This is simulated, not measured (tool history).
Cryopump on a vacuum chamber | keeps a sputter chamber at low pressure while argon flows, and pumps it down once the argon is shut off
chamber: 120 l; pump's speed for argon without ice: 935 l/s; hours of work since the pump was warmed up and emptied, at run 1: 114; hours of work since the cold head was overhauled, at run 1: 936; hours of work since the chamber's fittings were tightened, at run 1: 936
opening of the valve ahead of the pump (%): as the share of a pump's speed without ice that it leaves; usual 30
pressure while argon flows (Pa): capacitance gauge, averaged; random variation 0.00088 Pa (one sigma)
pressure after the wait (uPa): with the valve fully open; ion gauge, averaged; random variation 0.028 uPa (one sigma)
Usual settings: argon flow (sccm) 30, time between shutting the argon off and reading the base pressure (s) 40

run      day  argon flow (sccm)  time between shutting the argon off and reading the base pressure (s)  opening of the valve ahead of the pump (%)  hours of work since the pump was warmed up and emptied  hours of work since the cold head was overhauled  hours of work since the chamber's fittings were tightened  pressure while argon flows (Pa)  pressure after the wait (uPa)
  1        0                 30                                                                     40                                          30                                                     114                                               936                                                        936                           0.1835                           2.62
  2    4.338                 30                                                                     40                                          30                                                     162                                               984                                                        984                           0.1857                           2.65
  3    7.117                 30                                                                     40                                          27                                                     193                                              1015                                                       1015                           0.2034                           2.72
  4   10.088                 30                                                                     40                                          30                                                     226                                              1047                                                       1047                           0.1862                            2.8
  5   14.462                 30                                                                     40                                          30                                                     274                                              1096                                                       1096                           0.1853                           2.85
  6   17.771                 21                                                                     40                                          30                                                     310                                              1132                                                       1132                           0.1316                           2.93
  7   21.638                 21                                                                    134                                          30                                                     353                                              1175                                                       1175                           0.1323                           2.46
  8    24.35                 30                                                                     40                                          30                                                     383                                              1205                                                       1205                           0.1866                           3.16
      25.471  -- pump warmed up, emptied and cooled again
  9   29.079                 30                                                                     40                                          30                                                      40                                              1255                                                       1255                           0.1838                           2.99
 10   34.171                 30                                                                     40                                          30                                                      96                                              1311                                                       1311                           0.1835                           3.13
 11   37.342                 30                                                                     40                                          30                                                     131                                              1346                                                       1346                           0.1853                           3.22
 12   41.762                 30                                                                     40                                          30                                                     180                                              1394                                                       1394                           0.1862                           3.32
 13   46.812                 30                                                                    115                                          30                                                     235                                              1450                                                       1450                           0.1852                            2.8
 14   51.125                 30                                                                    115                                          30                                                     283                                              1498                                                       1498                           0.1881                           2.93
 15   56.258                 30                                                                    115                                          30                                                     340                                              1554                                                       1554                           0.1896                           3.08
       61.25  -- pump warmed up, emptied and cooled again
 16    61.25                 30                                                                     36                                          51                                                       0                                              1607                                                       1607                           0.1068                           3.48
 17   64.379                 35                                                                     40                                          30                                                      35                                              1642                                                       1642                           0.2115                           3.43
 18    68.75                 35                                                                     40                                          30                                                      83                                              1690                                                       1690                           0.2121                            3.7
 19   71.442                 35                                                                     40                                          30                                                     112                                              1720                                                       1720                           0.2135                           3.71
 20   73.754                 35                                                                     40                                          39                                                     138                                              1745                                                       1745                           0.1664                           3.83
 21   79.162                 35                                                                     40                                          39                                                     198                                              1805                                                       1805                           0.1684                            3.9
 22   83.946                 22                                                                     33                                          24                                                     250                                              1857                                                       1857                           0.1697                           4.27
 23   86.996                 33                                                                     25                                          51                                                     284                                              1891                                                       1891                           0.1248                           4.69
      88.212  -- leaking fittings of the chamber tightened, without venting
 24   91.167                 30                                                                     45                                          38                                                     329                                              1936                                                         33                           0.1498                           1.31
 25     96.5                 30                                                                     45                                          38                                                     388                                              1995                                                         91                           0.1522                           1.44
      97.071  -- pump warmed up, emptied and cooled again
 26   99.333                 30                                                                     45                                          38                                                      25                                              2024                                                        120                           0.1441                           1.37
 27  103.371                 30                                                                     45                                          38                                                      69                                              2068                                                        165                           0.1444                            1.5
 28  108.775                 30                                                                     40                                          38                                                     129                                              2128                                                        225                           0.1456                           1.69
 29  111.867                 30                                                                     40                                          38                                                     163                                              2162                                                        259                           0.1471                           1.73

Forecast each of these 4 alternatives for the next run:
  A  116.446                 31                                                                     40                                          23                                                     214                                              2213                                                        309                                ?                              ?
  B  116.446                 51                                                                    105                                          30                                                     214                                              2213                                                        309                                ?                              ?
  C  116.446                 37                                                                     40                                          30                                                     214                                              2213                                                        309                                ?                              ?
  D  116.446                 24                                                                     40                                          38                                                     214                                              2213                                                        309                                ?                              ?

run  pressure while argon flows (Pa)  pressure after the wait (uPa)
  A                           0.2496                            1.8
  B                           0.3142                           1.16
  C                           0.2287                            1.8
  D                           0.1171                           1.77
Without the tool's hidden state the same runs would have given:
run  pressure while argon flows (Pa)  pressure after the wait (uPa)
  A                           0.2443                            1.3
  B                           0.3056                           0.66
  C                           0.2224                           1.28
  D                            0.113                           1.26
